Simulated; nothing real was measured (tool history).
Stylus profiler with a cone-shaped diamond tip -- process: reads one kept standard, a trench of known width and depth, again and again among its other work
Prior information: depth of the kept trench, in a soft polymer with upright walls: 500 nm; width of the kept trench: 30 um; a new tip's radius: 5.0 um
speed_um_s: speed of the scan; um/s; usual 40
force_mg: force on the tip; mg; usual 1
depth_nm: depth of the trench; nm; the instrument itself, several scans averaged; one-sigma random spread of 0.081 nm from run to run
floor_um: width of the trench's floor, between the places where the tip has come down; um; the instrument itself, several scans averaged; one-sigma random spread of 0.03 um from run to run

| run | day | speed_um_s | force_mg | depth_nm | floor_um |
|---|---|---|---|---|---|
| 1 | 0 | 40 | 1 | 505.5 | 25.26 |
| 2 | 1.1 | 40 | 1.01 | 505.46 | 25.24 |
| 3 | 2.033 | 148 | 1 | 505.29 | 24.6 |
| 4 | 2.912 | 40 | 0.36 | 503.16 | 25.09 |
| 5 | 3.692 | 40 | 2.03 | 508.41 | 25.29 |
| 6 | 4.592 | 40 | 2.03 | 508.27 | 25.25 |
| 7 | 5.333 | 40 | 2.03 | 508.4 | 25.34 |
| 8 | 6.171 | 40 | 2.03 | 508.54 | 25.31 |
| 9 | 7.133 | 40 | 2.03 | 508.5 | 25.36 |
| 10 | 7.612 | 40 | 1 | 505.6 | 25.23 |
| 11 | 8.625 | 40 | 1 | 505.69 | 25.21 |
| 12 | 9.575 | 99 | 1 | 505.68 | 24.83 |
| 13 | 10.054 | 99 | 1 | 505.6 | 24.82 |
| 14 | 10.629 | 23 | 1 | 505.57 | 25.26 |
| 15 | 11.729 | 23 | 1 | 505.68 | 25.26 |
| 16 | 12.567 | 23 | 1 | 505.62 | 25.25 |
| 17 | 13.192 | 36 | 1 | 505.49 | 25.18 |
| 18 | 14.262 | 40 | 1 | 505.62 | 25.15 |
| 19 | 14.867 | 40 | 1 | 505.78 | 25.18 |
| 20 | 15.946 | 40 | 1 | 505.57 | 25.17 |
| 21 | 16.721 | 40 | 1 | 505.58 | 25.17 |
| 22 | 17.388 | 34 | 0.53 | 504.15 | 25.17 |
| 23 | 18.096 | 69 | 1.08 | 505.94 | 24.98 |
| 24 | 19.096 | 69 | 1.08 | 506.1 | 24.99 |
| 25 | 19.638 | 33 | 0.95 | 505.44 | 25.17 |
| 26 | 20.412 | 27 | 0.95 | 505.68 | 25.19 |
| 27 | 21.383 | 68 | 0.46 | 503.93 | 24.79 |
| 28 | 22.104 | 68 | 0.39 | 503.67 | 24.74 |
| 29 | 22.642 | 31 | 0.88 | 505.39 | 25.17 |
| 30 | 23.25 | 31 | 0.88 | 505.34 | 25.16 |
| 31 | 24.125 | 42 | 0.65 | 504.56 | 25.04 |
| 32 | 24.771 | 42 | 0.65 | 504.66 | 25.05 |
| 33 | 25.338 | 105 | 0.65 | 504.69 | 24.55 |
| 34 | 26.317 | 36 | 2.25 | 509.09 | 25.16 |
| 35 | 26.925 | 36 | 2.25 | 509.36 | 25.22 |
| 36 | 27.738 | 40 | 0.49 | 504.1 | 24.96 |
| 37 | 28.638 | 28 | 0.57 | 504.46 | 25.13 |
| 38 | 29.725 | 120 | 2.62 | 510.1 | 24.87 |
| 39 | 30.4 | 61 | 2.83 | 510.64 | 25.09 |

Forecast each of these 5 alternatives for the next run:
| A | 30.933 | 20 | 0.98 | ? | ? |
| B | 30.933 | 33 | 1.36 | ? | ? |
| C | 30.933 | 61 | 0.58 | ? | ? |
| D | 30.933 | 22 | 2.83 | ? | ? |
| E | 30.933 | 61 | 0.5 | ? | ? |

| run | depth_nm | floor_um |
|---|---|---|
| A | 505.86 | 25.19 |
| B | 507 | 25.13 |
| C | 504.55 | 24.79 |
| D | 510.6 | 25.22 |
| E | 504.17 | 24.76 |
Without the tool's unlogged condition, the same runs would have read:
| run | depth_nm | floor_um |
|---|---|---|
| A | 504.59 | 25.52 |
| B | 505.73 | 25.46 |
| C | 503.28 | 25.12 |
| D | 509.32 | 25.55 |
| E | 502.9 | 25.09 |

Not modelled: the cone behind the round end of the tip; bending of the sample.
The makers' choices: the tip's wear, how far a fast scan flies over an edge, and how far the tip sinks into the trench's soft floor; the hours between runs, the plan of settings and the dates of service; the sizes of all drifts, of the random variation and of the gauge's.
